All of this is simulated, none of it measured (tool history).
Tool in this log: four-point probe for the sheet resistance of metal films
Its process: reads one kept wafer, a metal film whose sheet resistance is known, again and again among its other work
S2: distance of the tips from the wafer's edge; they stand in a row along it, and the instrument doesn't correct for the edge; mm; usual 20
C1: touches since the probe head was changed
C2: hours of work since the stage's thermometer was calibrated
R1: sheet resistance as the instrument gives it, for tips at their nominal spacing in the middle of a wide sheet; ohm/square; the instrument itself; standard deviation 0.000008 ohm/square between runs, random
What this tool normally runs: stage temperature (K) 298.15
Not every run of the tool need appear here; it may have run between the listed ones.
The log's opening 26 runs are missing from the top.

{"run": 27, "hour": 493.6, "stage temperature (K)": 298.15, "S2": 10, "C1": 22792, "C2": 67, "R1": 0.040262}
{"run": 28, "hour": 507.9, "stage temperature (K)": 294.15, "S2": 19, "C1": 23621, "C2": 78, "R1": 0.040405}
{"run": 29, "hour": 525.9, "stage temperature (K)": 294.15, "S2": 51, "C1": 24662, "C2": 93, "R1": 0.040389}
{"run": 30, "hour": 543.8, "stage temperature (K)": 298.15, "S2": 4, "C1": 25699, "C2": 107, "R1": 0.040709}
{"hour": 563.8, "done": "stage's thermometer calibrated, once more"}
{"run": 31, "hour": 566.3, "stage temperature (K)": 291.15, "S2": 64, "C1": 26967, "C2": 2, "R1": 0.040484}
{"run": 32, "hour": 592.7, "stage temperature (K)": 292.15, "S2": 8, "C1": 28496, "C2": 23, "R1": 0.040597}
{"run": 33, "hour": 610.9, "stage temperature (K)": 301.15, "S2": 16, "C1": 29548, "C2": 38, "R1": 0.039979}
{"run": 34, "hour": 633.5, "stage temperature (K)": 293.15, "S2": 20, "C1": 30858, "C2": 56, "R1": 0.040413}
{"run": 35, "hour": 658.5, "stage temperature (K)": 298.15, "S2": 10, "C1": 32302, "C2": 76, "R1": 0.040185}
{"run": 36, "hour": 679.3, "stage temperature (K)": 308.15, "S2": 60, "C1": 33504, "C2": 92, "R1": 0.039583}
{"run": 37, "hour": 698.1, "stage temperature (K)": 308.15, "S2": 60, "C1": 34595, "C2": 107, "R1": 0.039577}
{"run": 38, "hour": 720.9, "stage temperature (K)": 296.15, "S2": 41, "C1": 35913, "C2": 126, "R1": 0.040215}

Branching from run 38: 3 alternative next runs. What would each branch give?
{"run": "A", "hour": 737.7, "stage temperature (K)": 296.15, "S2": 56, "C1": 36884, "C2": 139, "R1": "?"}
{"run": "B", "hour": 737.7, "stage temperature (K)": 298.15, "S2": 44, "C1": 36884, "C2": 139, "R1": "?"}
{"run": "C", "hour": 737.7, "stage temperature (K)": 295.15, "S2": 8, "C1": 36884, "C2": 139, "R1": "?"}

run=A R1=0.040206
run=B R1=0.040101
run=C R1=0.040379
Without the tool's unlogged condition, the same runs would have read:
run=A R1=0.040106
run=B R1=0.040001
run=C R1=0.040278
